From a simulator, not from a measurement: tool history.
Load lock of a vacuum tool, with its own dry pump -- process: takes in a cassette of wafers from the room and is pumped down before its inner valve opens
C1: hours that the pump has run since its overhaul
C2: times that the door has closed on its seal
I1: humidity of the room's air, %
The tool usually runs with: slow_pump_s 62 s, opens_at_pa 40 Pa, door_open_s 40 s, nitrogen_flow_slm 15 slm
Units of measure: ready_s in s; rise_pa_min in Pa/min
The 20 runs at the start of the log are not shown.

Run 21, day 349.467: usual settings but opens_at_pa 33 Pa, door_open_s 65 s, nitrogen_flow_slm 26 slm; C1 987; C2 56254; I1 44.6. Result: ready_s 84.1 s, rise_pa_min 0.500 Pa/min.
Run 22, day 361.017: usual settings but slow_pump_s 63 s, opens_at_pa 33 Pa, door_open_s 138 s, nitrogen_flow_slm 26 slm; C1 1264; C2 57531; I1 48.1. Result: ready_s 85.4 s, rise_pa_min 0.530 Pa/min.
Run 23, day 376.804: usual settings but slow_pump_s 63 s, opens_at_pa 68 Pa, door_open_s 138 s, nitrogen_flow_slm 14 slm; C1 1643; C2 59278; I1 44.5. Result: ready_s 83.4 s, rise_pa_min 0.577 Pa/min.
Run 24, day 393.200: usual settings but slow_pump_s 63 s, opens_at_pa 68 Pa, door_open_s 138 s, nitrogen_flow_slm 14 slm; C1 2036; C2 61092; I1 46.2. Result: ready_s 82.5 s, rise_pa_min 0.596 Pa/min.
Run 25, day 416.454: usual settings but opens_at_pa 78 Pa; C1 2594; C2 63664; I1 43.8. Result: ready_s 81.6 s, rise_pa_min 0.598 Pa/min.
Run 26, day 432.008: usual settings but nitrogen_flow_slm 13 slm; C1 2968; C2 65385; I1 44.6. Result: ready_s 84.6 s, rise_pa_min 0.623 Pa/min.
Run 27, day 443.546: usual settings but nitrogen_flow_slm 13 slm; C1 3245; C2 66661; I1 46.4. Result: ready_s 84.2 s, rise_pa_min 0.657 Pa/min.
Run 28, day 463.392: usual settings but nitrogen_flow_slm 13 slm; C1 3721; C2 68857; I1 45.7. Result: ready_s 84.0 s, rise_pa_min 0.678 Pa/min.
At day 471.538: door's seal changed, seat wiped.
Run 29, day 483.696: usual settings but door_open_s 205 s, nitrogen_flow_slm 16 slm; C1 4207; C2 1345; I1 45.7. Result: ready_s 84.4 s, rise_pa_min 0.091 Pa/min.
Run 30, day 502.467: usual settings but door_open_s 32 s, nitrogen_flow_slm 11 slm; C1 4657; C2 3422; I1 42.6. Result: ready_s 85.0 s, rise_pa_min 0.056 Pa/min.
Run 31, day 512.862: usual settings but slow_pump_s 72 s, door_open_s 27 s, nitrogen_flow_slm 11 slm; C1 4907; C2 4572; I1 45.3. Result: ready_s 93.8 s, rise_pa_min 0.058 Pa/min.
Run 32, day 524.042: usual settings but slow_pump_s 72 s, door_open_s 27 s, nitrogen_flow_slm 11 slm; C1 5175; C2 5808; I1 46.5. Result: ready_s 93.3 s, rise_pa_min 0.063 Pa/min.
Run 33, day 546.000: usual settings but slow_pump_s 72 s, door_open_s 27 s, nitrogen_flow_slm 11 slm; C1 5702; C2 8238; I1 45.3. Result: ready_s 94.3 s, rise_pa_min 0.077 Pa/min.
Run 34, day 568.062: usual settings but slow_pump_s 72 s, door_open_s 27 s, nitrogen_flow_slm 6 slm; C1 6232; C2 10678; I1 42.6. Result: ready_s 94.6 s, rise_pa_min 0.089 Pa/min.
Run 35, day 590.504: usual settings but slow_pump_s 72 s, door_open_s 27 s, nitrogen_flow_slm 6 slm; C1 6770; C2 13161; I1 48.0. Result: ready_s 94.6 s, rise_pa_min 0.109 Pa/min.

Forecast each of these 3 alternatives for the next run:
Run A, day 613.375: usual settings but door_open_s 119 s; C1 7319; C2 15691; I1 46.1. Result: ready_s ?, rise_pa_min ?.
Run B, day 613.375: usual settings but opens_at_pa 79 Pa, door_open_s 64 s; C1 7319; C2 15691; I1 44.2. Result: ready_s ?, rise_pa_min ?.
Run C, day 613.375: usual settings but opens_at_pa 33 Pa, door_open_s 138 s, nitrogen_flow_slm 12 slm; C1 7319; C2 15691; I1 42.6. Result: ready_s ?, rise_pa_min ?.

run  ready_s  rise_pa_min
  A     85.9        0.142
  B     82.6        0.126
  C     86.6        0.141
Stripped of hidden state, with their random variation kept, the same runs would have yielded:
run  ready_s  rise_pa_min
  A     84.2        0.075
  B     81.1        0.059
  C     84.9        0.075

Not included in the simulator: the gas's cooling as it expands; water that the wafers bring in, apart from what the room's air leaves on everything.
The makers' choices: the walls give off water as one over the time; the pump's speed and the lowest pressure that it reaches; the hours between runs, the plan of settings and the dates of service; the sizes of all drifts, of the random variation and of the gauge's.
